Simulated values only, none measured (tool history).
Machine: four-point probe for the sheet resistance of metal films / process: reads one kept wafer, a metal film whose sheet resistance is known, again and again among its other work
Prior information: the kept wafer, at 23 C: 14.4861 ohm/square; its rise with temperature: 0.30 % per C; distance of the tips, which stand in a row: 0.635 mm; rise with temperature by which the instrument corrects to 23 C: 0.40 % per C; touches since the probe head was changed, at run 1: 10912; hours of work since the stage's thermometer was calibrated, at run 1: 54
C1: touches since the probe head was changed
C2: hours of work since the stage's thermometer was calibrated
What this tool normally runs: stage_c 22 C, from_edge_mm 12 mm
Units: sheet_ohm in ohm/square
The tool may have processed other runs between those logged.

run 1 day=0.000 | stage_c=22 from_edge_mm=12 | C1=10912 C2=54 | sheet_ohm=14.549576
run 2 day=0.788 | stage_c=22 from_edge_mm=12 | C1=11183 C2=65 | sheet_ohm=14.541013
run 3 day=1.733 | stage_c=22 from_edge_mm=12 | C1=11509 C2=77 | sheet_ohm=14.541379
run 4 day=2.146 | stage_c=22 from_edge_mm=12 | C1=11652 C2=83 | sheet_ohm=14.547294
run 5 day=2.833 | stage_c=22 from_edge_mm=12 | C1=11888 C2=92 | sheet_ohm=14.542499
run 6 day=3.792 | stage_c=29 from_edge_mm=12 | C1=12218 C2=105 | sheet_ohm=14.444369
run 7 day=4.504 | stage_c=29 from_edge_mm=12 | C1=12465 C2=115 | sheet_ohm=14.445950
run 8 day=4.962 | stage_c=22 from_edge_mm=12 | C1=12623 C2=121 | sheet_ohm=14.544795
run 9 day=5.608 | stage_c=22 from_edge_mm=65 | C1=12845 C2=130 | sheet_ohm=14.525926
run 10 day=6.167 | stage_c=22 from_edge_mm=12 | C1=13037 C2=137 | sheet_ohm=14.544125
run 11 day=6.838 | stage_c=22 from_edge_mm=12 | C1=13269 C2=146 | sheet_ohm=14.541938
run 12 day=7.404 | stage_c=22 from_edge_mm=12 | C1=13465 C2=154 | sheet_ohm=14.549574
run 13 day=8.379 | stage_c=22 from_edge_mm=12 | C1=13801 C2=167 | sheet_ohm=14.542418
run 14 day=9.250 | stage_c=18 from_edge_mm=24 | C1=14101 C2=179 | sheet_ohm=14.590556
run 15 day=10.133 | stage_c=24 from_edge_mm=35 | C1=14405 C2=191 | sheet_ohm=14.502383
run 16 day=11.067 | stage_c=24 from_edge_mm=35 | C1=14728 C2=204 | sheet_ohm=14.495486
run 17 day=11.771 | stage_c=24 from_edge_mm=35 | C1=14970 C2=213 | sheet_ohm=14.497185
run 18 day=12.679 | stage_c=24 from_edge_mm=35 | C1=15284 C2=225 | sheet_ohm=14.500136
run 19 day=13.138 | stage_c=27 from_edge_mm=8 | C1=15442 C2=232 | sheet_ohm=14.496539
run 20 day=13.788 | stage_c=27 from_edge_mm=8 | C1=15666 C2=240 | sheet_ohm=14.501203
run 21 day=14.308 | stage_c=27 from_edge_mm=8 | C1=15845 C2=247 | sheet_ohm=14.501714
run 22 day=15.071 | stage_c=21 from_edge_mm=16 | C1=16108 C2=258 | sheet_ohm=14.547429
run 23 day=15.979 | stage_c=24 from_edge_mm=16 | C1=16421 C2=270 | sheet_ohm=14.503239
run 24 day=16.942 | stage_c=21 from_edge_mm=18 | C1=16753 C2=283 | sheet_ohm=14.554404

How would selected steps in sheet_ohm from run to run divide? Give the signed amount a tool lacking its hidden state would still show from settings, what came in and random variation, and the signed amount left for the hidden state, including any gauge scatter that is not in both of the compared results.
Hidden conditions of the tool in this case: inner tips' distance over the nominal, %; tips' flats over new ones', %; wafer's true temperature over the reading, C; drift of the gauge itself on sheet_ohm, %.
Run 2 -> 3: settings left as they were, no log entry in between. sheet_ohm +0.000366 ohm/square: hidden state +0.000155, all else +0.000211.
Run 5 -> 6: stage_c 22 -> 29. sheet_ohm -0.098130 ohm/square: hidden state +0.000097, all else -0.098227.
Run 7 -> 8: stage_c 29 -> 22. sheet_ohm +0.098845 ohm/square: hidden state +0.000136, all else +0.098709.
Run 23 -> 24: stage_c 24 -> 21, from_edge_mm 16 -> 18. sheet_ohm +0.051165 ohm/square: hidden state +0.000171, all else +0.050994.
